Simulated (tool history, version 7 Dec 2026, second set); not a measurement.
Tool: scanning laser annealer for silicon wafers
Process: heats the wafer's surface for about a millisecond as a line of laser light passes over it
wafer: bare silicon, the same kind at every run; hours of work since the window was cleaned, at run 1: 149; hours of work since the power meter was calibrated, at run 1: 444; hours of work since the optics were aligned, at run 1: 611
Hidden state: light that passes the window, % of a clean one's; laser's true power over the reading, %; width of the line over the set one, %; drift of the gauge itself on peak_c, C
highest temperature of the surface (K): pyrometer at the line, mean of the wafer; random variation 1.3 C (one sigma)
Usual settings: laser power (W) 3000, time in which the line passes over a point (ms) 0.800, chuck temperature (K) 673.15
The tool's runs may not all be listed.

run   hour  laser power (W)  time in which the line passes over a point (ms)  chuck temperature (K)  hours of work since the window was cleaned  hours of work since the power meter was calibrated  hours of work since the optics were aligned  highest temperature of the surface (K)
  1    0.0             3000                                            0.800                 673.15                                         149                                                 444                                          611                                 1450.15
  2   40.2             3000                                            0.800                 673.15                                         172                                                 467                                          634                                 1448.15
  3   87.8             3000                                            0.800                 673.15                                         199                                                 494                                          661                                 1448.15
  4  131.6             3000                                            0.800                 673.15                                         224                                                 519                                          686                                 1447.15
  5  183.4             3000                                            0.800                 673.15                                         254                                                 548                                          716                                 1446.15
  6  230.1             3000                                            0.800                 636.15                                         280                                                 575                                          742                                 1410.15
  7  282.8             3000                                            0.800                 637.15                                         310                                                 605                                          772                                 1410.15
  8  339.2             3000                                            0.886                 680.15                                         342                                                 637                                          804                                 1493.15
  9  388.5             3000                                            0.886                 680.15                                         370                                                 665                                          832                                 1493.15
 10  446.8             2967                                            0.777                 680.15                                         404                                                 698                                          866                                 1427.15
 11  508.2             3011                                            0.715                 693.15                                         438                                                 733                                          901                                 1423.15
 12  547.1             2756                                            0.887                 693.15                                         461                                                 755                                          923                                 1421.15
 13  580.0             2803                                            0.835                 663.15                                         479                                                 774                                          941                                 1383.15
 14  645.8             3080                                            0.876                 702.15                                         517                                                 812                                          979                                 1536.15

Measured less the same run without the tool's hidden state. The same run-to-run variation is in both; the gauge's scatter may not be:
run  highest temperature of the surface (K)
  1                                   -9.00
  2                                   -9.00
  3                                  -10.00
  4                                  -10.00
  5                                  -11.00
  6                                  -11.00
  7                                  -12.00
  8                                  -13.00
  9                                  -14.00
 10                                  -13.00
 11                                  -14.00
 12                                  -14.00
 13                                  -14.00
 14                                  -17.00
